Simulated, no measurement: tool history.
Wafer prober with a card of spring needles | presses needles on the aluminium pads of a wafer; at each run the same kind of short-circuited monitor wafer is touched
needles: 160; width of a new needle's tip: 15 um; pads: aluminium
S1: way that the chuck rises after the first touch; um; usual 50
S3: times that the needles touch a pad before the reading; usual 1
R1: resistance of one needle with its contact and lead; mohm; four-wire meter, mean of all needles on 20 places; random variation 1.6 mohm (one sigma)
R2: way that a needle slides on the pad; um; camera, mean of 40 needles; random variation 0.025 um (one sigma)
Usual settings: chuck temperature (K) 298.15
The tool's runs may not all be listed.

run 1 hour=0 | S1=50 chuck_temperature_(K)=298.15 S3=1 | R1=155 R2=6.63
-- hour=8.2 tips cleaned on abrasive film
run 2 hour=9.9 | S1=50 chuck_temperature_(K)=298.15 S3=1 | R1=157 R2=6.56
-- hour=17.2 tips cleaned on abrasive film
run 3 hour=22.6 | S1=50 chuck_temperature_(K)=328.15 S3=1 | R1=159 R2=6.61
-- hour=26.6 tips cleaned on abrasive film
-- hour=35.4 tips cleaned on abrasive film
run 4 hour=37.2 | S1=50 chuck_temperature_(K)=328.15 S3=1 | R1=159 R2=6.6
-- hour=44.1 tips cleaned on abrasive film
run 5 hour=49.4 | S1=38 chuck_temperature_(K)=298.15 S3=1 | R1=164 R2=5.03
-- hour=53.2 tips cleaned on abrasive film
run 6 hour=61.2 | S1=50 chuck_temperature_(K)=298.15 S3=1 | R1=155 R2=6.58
-- hour=62.3 tips cleaned on abrasive film
-- hour=72 tips cleaned on abrasive film
run 7 hour=72 | S1=50 chuck_temperature_(K)=298.15 S3=3 | R1=155 R2=6.57
-- hour=81.1 tips cleaned on abrasive film
run 8 hour=81.1 | S1=42 chuck_temperature_(K)=298.15 S3=1 | R1=158 R2=5.48
-- hour=90.3 tips cleaned on abrasive film
run 9 hour=94.4 | S1=42 chuck_temperature_(K)=298.15 S3=1 | R1=157 R2=5.53
-- hour=98.8 tips cleaned on abrasive film
-- hour=108.3 tips cleaned on abrasive film
run 10 hour=109 | S1=50 chuck_temperature_(K)=380.15 S3=1 | R1=173 R2=6.58
-- hour=116.7 tips cleaned on abrasive film
run 11 hour=117.7 | S1=65 chuck_temperature_(K)=361.15 S3=2 | R1=161 R2=8.52
-- hour=125.9 tips cleaned on abrasive film
run 12 hour=125.9 | S1=65 chuck_temperature_(K)=361.15 S3=2 | R1=164 R2=8.51
-- hour=134.6 tips cleaned on abrasive film
run 13 hour=141.4 | S1=65 chuck_temperature_(K)=323.15 S3=1 | R1=155 R2=8.49
-- hour=143.4 tips cleaned on abrasive film
run 14 hour=148 | S1=36 chuck_temperature_(K)=323.15 S3=1 | R1=169 R2=4.71
-- hour=152.8 tips cleaned on abrasive film
run 15 hour=159.2 | S1=36 chuck_temperature_(K)=323.15 S3=1 | R1=171 R2=4.66
-- hour=161.7 tips cleaned on abrasive film
run 16 hour=166.9 | S1=36 chuck_temperature_(K)=353.15 S3=1 | R1=177 R2=4.68
-- hour=170.8 tips cleaned on abrasive film
-- hour=178.8 height of the first contact set anew
run 17 hour=179.2 | S1=36 chuck_temperature_(K)=353.15 S3=1 | R1=176 R2=4.71
-- hour=180.2 tips cleaned on abrasive film
-- hour=189 tips cleaned on abrasive film
run 18 hour=193.6 | S1=50 chuck_temperature_(K)=329.15 S3=2 | R1=161 R2=6.48
-- hour=198 tips cleaned on abrasive film
-- hour=200 gauge calibrated
-- hour=206.9 tips cleaned on abrasive film
run 19 hour=207.3 | S1=32 chuck_temperature_(K)=314.15 S3=2 | R1=170 R2=4.25

Forecast each of these 3 alternatives for the next run:
-- hour=215.9 tips cleaned on abrasive film
run A hour=217.8 | S1=50 chuck_temperature_(K)=390.15 S3=1 | R1=? R2=?
-- hour=215.9 tips cleaned on abrasive film
run B hour=217.8 | S1=32 chuck_temperature_(K)=314.15 S3=3 | R1=? R2=?
-- hour=215.9 tips cleaned on abrasive film
run C hour=217.8 | S1=67 chuck_temperature_(K)=298.15 S3=3 | R1=? R2=?

run=A R1=174 R2=6.55
run=B R1=169 R2=4.26
run=C R1=150 R2=8.82
Without the tool's hidden state the same runs would have given:
run=A R1=174 R2=6.56
run=B R1=169 R2=4.26
run=C R1=150 R2=8.84
